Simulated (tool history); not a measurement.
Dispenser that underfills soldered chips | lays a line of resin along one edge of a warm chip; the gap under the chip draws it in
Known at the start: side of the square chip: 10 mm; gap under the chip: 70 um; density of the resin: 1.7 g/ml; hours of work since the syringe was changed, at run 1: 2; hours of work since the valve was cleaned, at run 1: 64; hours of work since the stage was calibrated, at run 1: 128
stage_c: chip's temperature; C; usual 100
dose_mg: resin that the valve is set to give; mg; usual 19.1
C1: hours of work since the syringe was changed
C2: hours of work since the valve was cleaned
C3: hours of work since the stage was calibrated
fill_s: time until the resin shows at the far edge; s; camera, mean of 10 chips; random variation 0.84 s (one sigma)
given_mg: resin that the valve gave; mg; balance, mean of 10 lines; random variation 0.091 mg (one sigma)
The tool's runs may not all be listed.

Run 1, hour 0.0: usual settings; C1 2; C2 64; C3 128. Result: fill_s 92.9 s, given_mg 18.64 mg.
At hour 7.1: new syringe of resin.
Run 2, hour 7.9: usual settings but stage_c 110 C; C1 1; C2 70; C3 135. Result: fill_s 62.7 s, given_mg 18.61 mg.
Run 3, hour 11.3: usual settings; C1 3; C2 73; C3 137. Result: fill_s 100.3 s, given_mg 18.61 mg.
At hour 16.8: new syringe of resin.
Run 4, hour 18.0: usual settings; C1 1; C2 78; C3 142. Result: fill_s 84.1 s, given_mg 18.68 mg.
Run 5, hour 23.1: usual settings; C1 5; C2 82; C3 146. Result: fill_s 118.7 s, given_mg 18.46 mg.
At hour 26.4: new syringe of resin.
Run 6, hour 31.2: usual settings; C1 4; C2 88; C3 153. Result: fill_s 105.6 s, given_mg 18.44 mg.
Run 7, hour 34.7: usual settings but dose_mg 19.2 mg; C1 7; C2 91; C3 155. Result: fill_s 131.1 s, given_mg 18.44 mg.
At hour 36.1: new syringe of resin.
Run 8, hour 42.1: usual settings; C1 5; C2 96; C3 161. Result: fill_s 115.6 s, given_mg 18.27 mg.
At hour 45.6: new syringe of resin.
Run 9, hour 50.2: usual settings; C1 4; C2 103; C3 167. Result: fill_s 105.2 s, given_mg 18.36 mg.
At hour 55.4: new syringe of resin.
Run 10, hour 56.3: usual settings; C1 1; C2 107; C3 172. Result: fill_s 82.7 s, given_mg 18.29 mg.
Run 11, hour 60.8: usual settings but stage_c 104 C; C1 4; C2 111; C3 176. Result: fill_s 97.7 s, given_mg 18.41 mg.
At hour 64.8: new syringe of resin.
Run 12, hour 66.1: usual settings but stage_c 95 C, dose_mg 18.8 mg; C1 1; C2 115; C3 180. Result: fill_s 96.7 s, given_mg 17.92 mg.
Run 13, hour 69.7: usual settings but stage_c 97 C, dose_mg 23.7 mg; C1 4; C2 118; C3 182. Result: fill_s 112.8 s, given_mg 22.73 mg.
Run 14, hour 73.3: usual settings but stage_c 97 C, dose_mg 23.7 mg; C1 7; C2 121; C3 185. Result: fill_s 143.5 s, given_mg 22.66 mg.
At hour 74.6: new syringe of resin.
At hour 79.6: dispensing valve cleaned and set on the balance.
Run 15, hour 80.1: usual settings but stage_c 87 C, dose_mg 17.2 mg; C1 4; C2 0; C3 190. Result: fill_s 148.9 s, given_mg 17.05 mg.
Run 16, hour 83.7: usual settings but stage_c 87 C, dose_mg 17.2 mg; C1 6; C2 3; C3 193. Result: fill_s 184.9 s, given_mg 17.21 mg.
At hour 85.0: new syringe of resin.
Run 17, hour 92.0: usual settings but stage_c 87 C, dose_mg 17.2 mg; C1 6; C2 10; C3 199. Result: fill_s 175.7 s, given_mg 17.06 mg.
At hour 94.7: new syringe of resin.
Run 18, hour 99.4: usual settings but stage_c 107 C, dose_mg 23.0 mg; C1 4; C2 15; C3 205. Result: fill_s 88.2 s, given_mg 22.78 mg.
Run 19, hour 102.6: usual settings but dose_mg 22.1 mg; C1 6; C2 18; C3 207. Result: fill_s 127.7 s, given_mg 21.81 mg.
At hour 104.6: new syringe of resin.
Run 20, hour 106.6: usual settings but stage_c 99 C, dose_mg 24.4 mg; C1 2; C2 21; C3 210. Result: fill_s 90.1 s, given_mg 24.21 mg.
Run 21, hour 113.5: usual settings but stage_c 99 C, dose_mg 24.4 mg; C1 7; C2 26; C3 216. Result: fill_s 140.0 s, given_mg 24.21 mg.

Hidden state at the last listed run before each entry between runs and at the first one after, where it differs:
Between runs 1 and 2: new syringe of resin (hour 7.1)
  resin's viscosity, % of fresh resin's: 119.2 -> 103; dose that the valve gives, % of what is set: 97.66 -> 97.44; true chip temperature over the reading, C: 0.22 -> 0.24
  measured less the result without the state, fill_s: +14.8 -> +1.6 s; given_mg: -0.45 -> -0.49 mg
Between runs 3 and 4: new syringe of resin (hour 16.8)
  resin's viscosity, % of fresh resin's: 128.3 -> 108.6; dose that the valve gives, % of what is set: 97.33 -> 97.13; true chip temperature over the reading, C: 0.24 -> 0.26
  measured less the result without the state, fill_s: +21.9 -> +6.3 s; given_mg: -0.51 -> -0.55 mg
Between runs 5 and 6: new syringe of resin (hour 26.4)
  resin's viscosity, % of fresh resin's: 150.7 -> 137.4; dose that the valve gives, % of what is set: 96.97 -> 96.75; true chip temperature over the reading, C: 0.27 -> 0.28
  measured less the result without the state, fill_s: +39.7 -> +28.6 s; given_mg: -0.58 -> -0.62 mg
Between runs 7 and 8: new syringe of resin (hour 36.1)
  resin's viscosity, % of fresh resin's: 171.8 -> 148.3; dose that the valve gives, % of what is set: 96.64 -> 96.42; true chip temperature over the reading, C: 0.29 -> 0.3
  measured less the result without the state, fill_s: +54.7 -> +37.5 s; given_mg: -0.64 -> -0.69 mg
Between runs 8 and 9: new syringe of resin (hour 45.6)
  resin's viscosity, % of fresh resin's: 148.3 -> 133.9; dose that the valve gives, % of what is set: 96.42 -> 96.17; true chip temperature over the reading, C: 0.3 -> 0.32
  measured less the result without the state, fill_s: +37.5 -> +26.3 s; given_mg: -0.69 -> -0.73 mg
Between runs 9 and 10: new syringe of resin (hour 55.4)
  resin's viscosity, % of fresh resin's: 133.9 -> 104.7; dose that the valve gives, % of what is set: 96.17 -> 95.99; true chip temperature over the reading, C: 0.32 -> 0.33
  measured less the result without the state, fill_s: +26.3 -> +3.4 s; given_mg: -0.73 -> -0.77 mg
Between runs 11 and 12: new syringe of resin (hour 64.8)
  resin's viscosity, % of fresh resin's: 139.1 -> 108.7; dose that the valve gives, % of what is set: 95.86 -> 95.71; true chip temperature over the reading, C: 0.34 -> 0.35
  measured less the result without the state, fill_s: +27.3 -> +7.5 s; given_mg: -0.80 -> -0.80 mg
Between runs 14 and 15: new syringe of resin (hour 74.6); dispensing valve cleaned and set on the balance (hour 79.6)
  resin's viscosity, % of fresh resin's: 172.1 -> 132.3; dose that the valve gives, % of what is set: 95.48 -> 100.07; true chip temperature over the reading, C: 0.36 -> 0.37
  measured less the result without the state, fill_s: +59.6 -> +35.2 s; given_mg: -1.07 -> +0.01 mg
Between runs 16 and 17: new syringe of resin (hour 85.0)
  resin's viscosity, % of fresh resin's: 167.1 -> 156.6; dose that the valve gives, % of what is set: 99.95 -> 99.7; true chip temperature over the reading, C: 0.38 -> 0.4
  measured less the result without the state, fill_s: +72.9 -> +62.2 s; given_mg: -0.01 -> -0.05 mg
Between runs 17 and 18: new syringe of resin (hour 94.7)
  resin's viscosity, % of fresh resin's: 156.6 -> 135.5; dose that the valve gives, % of what is set: 99.7 -> 99.48; true chip temperature over the reading, C: 0.4 -> 0.41
  measured less the result without the state, fill_s: +62.2 -> +22.4 s; given_mg: -0.05 -> -0.12 mg
Between runs 19 and 20: new syringe of resin (hour 104.6)
  resin's viscosity, % of fresh resin's: 166.8 -> 114.8; dose that the valve gives, % of what is set: 99.38 -> 99.27
  measured less the result without the state, fill_s: +50.3 -> +10.8 s; given_mg: -0.13 -> -0.17 mg

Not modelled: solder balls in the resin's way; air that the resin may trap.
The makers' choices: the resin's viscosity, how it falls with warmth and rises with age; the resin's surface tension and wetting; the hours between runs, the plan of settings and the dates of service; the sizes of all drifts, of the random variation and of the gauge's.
